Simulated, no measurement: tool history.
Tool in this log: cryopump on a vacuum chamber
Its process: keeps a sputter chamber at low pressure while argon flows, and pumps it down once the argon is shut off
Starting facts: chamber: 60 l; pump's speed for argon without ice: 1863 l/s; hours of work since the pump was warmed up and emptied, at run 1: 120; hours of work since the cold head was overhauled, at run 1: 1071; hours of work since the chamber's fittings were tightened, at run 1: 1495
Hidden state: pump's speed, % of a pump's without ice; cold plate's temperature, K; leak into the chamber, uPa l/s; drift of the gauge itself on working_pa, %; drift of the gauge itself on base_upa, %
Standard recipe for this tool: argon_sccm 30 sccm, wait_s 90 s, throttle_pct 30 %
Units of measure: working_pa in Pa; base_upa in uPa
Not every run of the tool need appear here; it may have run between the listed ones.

run    hour  argon_sccm  wait_s  throttle_pct  hours of work since the pump was warmed up and emptied  hours of work since the cold head was overhauled  hours of work since the chamber's fittings were tightened  working_pa  base_upa
  1       0          30      90            30                                                     120                                              1071                                                       1495      0.0946      1.44
  2      44          30      90            30                                                     150                                              1101                                                       1525      0.0949      1.51
  3     101          30      90            30                                                     189                                              1140                                                       1563      0.0962      1.48
  4   134.4          30      31            30                                                     211                                              1162                                                       1586      0.0963      2.64
  5   190.5          30      31            30                                                     250                                              1200                                                       1624      0.0978      2.76
  6   231.2          30      31            30                                                     277                                              1228                                                       1652      0.0986      2.84
  7     269          30      31            30                                                     303                                              1254                                                       1677      0.0976      2.78
  8   292.8          30      23            30                                                     319                                              1270                                                       1693      0.1008      3.43
  9   347.1          30      23            30                                                     356                                              1307                                                       1730      0.1026      3.44
 10   405.3          30      23            30                                                     395                                              1346                                                       1770      0.1036      3.63
 11   457.5          30      23            30                                                     431                                              1381                                                       1805      0.1057      3.59
      488.4  -- pump warmed up, emptied and cooled again
 12   499.6          30      23            30                                                       8                                              1407                                                       1830      0.0907      3.25
 13   552.9          30      23            30                                                      44                                              1443                                                       1867      0.0929      3.21
 14   600.3          17      90            30                                                      76                                              1475                                                       1899      0.0533      1.59
 15   627.1          27      90            30                                                      94                                              1493                                                       1917       0.084      1.55
 16   684.5          27      90            30                                                     133                                              1532                                                       1956      0.0847      1.68
      710.2  -- leaking fittings of the chamber tightened, without venting
 17   710.2          27      90            30                                                     149                                              1548                                                          0      0.0859      0.74
 18     747          14      22            58                                                     174                                              1573                                                         25      0.0238      2.66
 19   802.8          22      90            16                                                     212                                              1611                                                         63      0.1292      0.87
 20   856.3          22      90            16                                                     248                                              1647                                                         99      0.1299      0.85
 21   911.6          22      90            30                                                     286                                              1685                                                        137      0.0717      0.86
 22   955.7          22      32            59                                                     316                                              1715                                                        167      0.0405      2.01
 23  1008.6          18      52            21                                                     352                                              1751                                                        202      0.0843       1.4
 24  1054.1          23     271            30                                                     382                                              1782                                                        233      0.0783      0.54
 25  1093.3          30     127            36                                                     409                                              1808                                                        260      0.0891      0.83
 26  1118.5          18      90            38                                                     426                                              1825                                                        277      0.0505      1.01
     1155.3  -- pump warmed up, emptied and cooled again
 27    1179          13     155            40                                                      16                                              1863                                                        315      0.0297      0.62
 28  1205.5          37      36            26                                                      34                                              1881                                                        333      0.1294      1.83
 29  1238.4          30     132            53                                                      56                                              1903                                                        355      0.0532      0.71
 30    1291          30     132            53                                                      92                                              1939                                                        391       0.054      0.74
 31  1332.3          48     278            20                                                     120                                              1967                                                        419      0.2243      0.54
 32  1373.6          30      66            27                                                     148                                              1995                                                        447      0.1049      1.21
 33  1424.2          30      66            27                                                     182                                              2029                                                        481      0.1071      1.25
 34  1475.9          28     276            39                                                     217                                              2064                                                        516      0.0714      0.65

Per-run results on a tool with no hidden state, each run keeping its own random variation:
run  working_pa  base_upa
  1      0.0911      0.75
  2      0.0906      0.81
  3      0.0909      0.74
  4      0.0903      1.87
  5      0.0906      1.92
  6      0.0905      1.95
  7      0.0887      1.88
  8      0.0912       2.5
  9      0.0916      2.46
 10       0.091      2.55
 11      0.0914      2.47
 12      0.0901      2.53
 13      0.0915      2.46
 14      0.0521      0.79
 15      0.0817      0.75
 16      0.0816      0.82
 17      0.0825       0.7
 18      0.0216       2.6
 19      0.1251      0.79
 20       0.125      0.74
 21       0.066      0.73
 22       0.034      1.85
 23      0.0783      1.22
 24      0.0697      0.34
 25      0.0768       0.6
 26      0.0429      0.76
 27      0.0293      0.47
 28      0.1279      1.68
 29      0.0515      0.54
 30      0.0514      0.55
 31       0.219      0.34
 32      0.1008      0.98
 33      0.1021         1
 34      0.0658      0.36

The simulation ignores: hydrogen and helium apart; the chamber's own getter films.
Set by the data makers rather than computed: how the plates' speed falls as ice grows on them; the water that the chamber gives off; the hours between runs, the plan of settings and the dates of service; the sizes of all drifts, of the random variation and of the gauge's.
